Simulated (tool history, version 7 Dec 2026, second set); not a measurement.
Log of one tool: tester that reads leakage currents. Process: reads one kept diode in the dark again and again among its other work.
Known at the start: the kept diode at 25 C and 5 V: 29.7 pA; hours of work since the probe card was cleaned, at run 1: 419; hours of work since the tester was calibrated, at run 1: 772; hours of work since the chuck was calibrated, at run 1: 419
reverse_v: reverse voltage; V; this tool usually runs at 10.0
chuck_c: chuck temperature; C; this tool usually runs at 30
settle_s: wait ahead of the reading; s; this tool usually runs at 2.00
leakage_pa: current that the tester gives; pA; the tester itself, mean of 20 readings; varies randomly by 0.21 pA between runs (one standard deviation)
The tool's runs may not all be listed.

| run | day | reverse_v | chuck_c | settle_s | hours of work since the probe card was cleaned | hours of work since the tester was calibrated | hours of work since the chuck was calibrated | leakage_pa |
|---|---|---|---|---|---|---|---|---|
| 1 | 0.000 | 10.0 | 30 | 2.00 | 419 | 772 | 419 | 68.63 |
| 2 | 2.846 | 10.0 | 30 | 2.00 | 469 | 822 | 469 | 68.97 |
| 3 | 5.733 | 10.0 | 30 | 2.00 | 519 | 872 | 519 | 69.28 |
| 4 | 8.825 | 6.7 | 30 | 2.00 | 573 | 926 | 573 | 55.62 |
| 5 | 10.542 | 6.7 | 30 | 2.00 | 603 | 956 | 603 | 55.65 |
| 6 | 13.638 | 6.7 | 30 | 2.00 | 657 | 1010 | 657 | 56.33 |
| 7 | 15.400 | 6.7 | 30 | 2.00 | 687 | 1040 | 687 | 56.27 |
| 8 | 18.983 | 6.7 | 30 | 2.00 | 750 | 1103 | 750 | 56.08 |
| 9 | 20.675 | 1.4 | 30 | 2.00 | 779 | 1132 | 779 | 23.78 |
| 10 | 23.546 | 10.0 | 30 | 4.13 | 829 | 1182 | 829 | 70.65 |
| 11 | 27.204 | 10.0 | 30 | 2.00 | 893 | 1246 | 893 | 70.96 |
| 12 | 28.992 | 15.6 | 30 | 2.00 | 924 | 1277 | 924 | 92.36 |
| 13 | 31.912 | 15.6 | 30 | 2.00 | 975 | 1328 | 975 | 92.72 |
| 14 | 34.342 | 2.2 | 45 | 2.00 | 1017 | 1370 | 1017 | 99.85 |
| 15 | 36.779 | 2.2 | 45 | 2.00 | 1060 | 1413 | 1060 | 99.44 |
| 16 | 39.096 | 2.2 | 24 | 2.00 | 1100 | 1453 | 1100 | 18.86 |
| 17 | 42.708 | 3.3 | 30 | 2.00 | 1163 | 1516 | 1163 | 38.14 |
| 18 | 45.354 | 1.1 | 59 | 0.63 | 1209 | 1562 | 1209 | 195.20 |
| 19 | 47.458 | 10.0 | 38 | 0.59 | 1246 | 1599 | 1246 | 133.73 |
| 20 | 51.225 | 10.0 | 38 | 0.59 | 1311 | 1664 | 1311 | 134.25 |
| 21 | 53.675 | 14.8 | 38 | 2.78 | 1354 | 1707 | 1354 | 166.08 |

The next listed run, before its measurement:
| 22 | 55.938 | 14.8 | 38 | 2.78 | 1393 | 1746 | 1393 | ? |

leakage_pa: 165.85 pA
Had the tool carried no hidden state, the very same run would have given leakage_pa 159.37 pA.
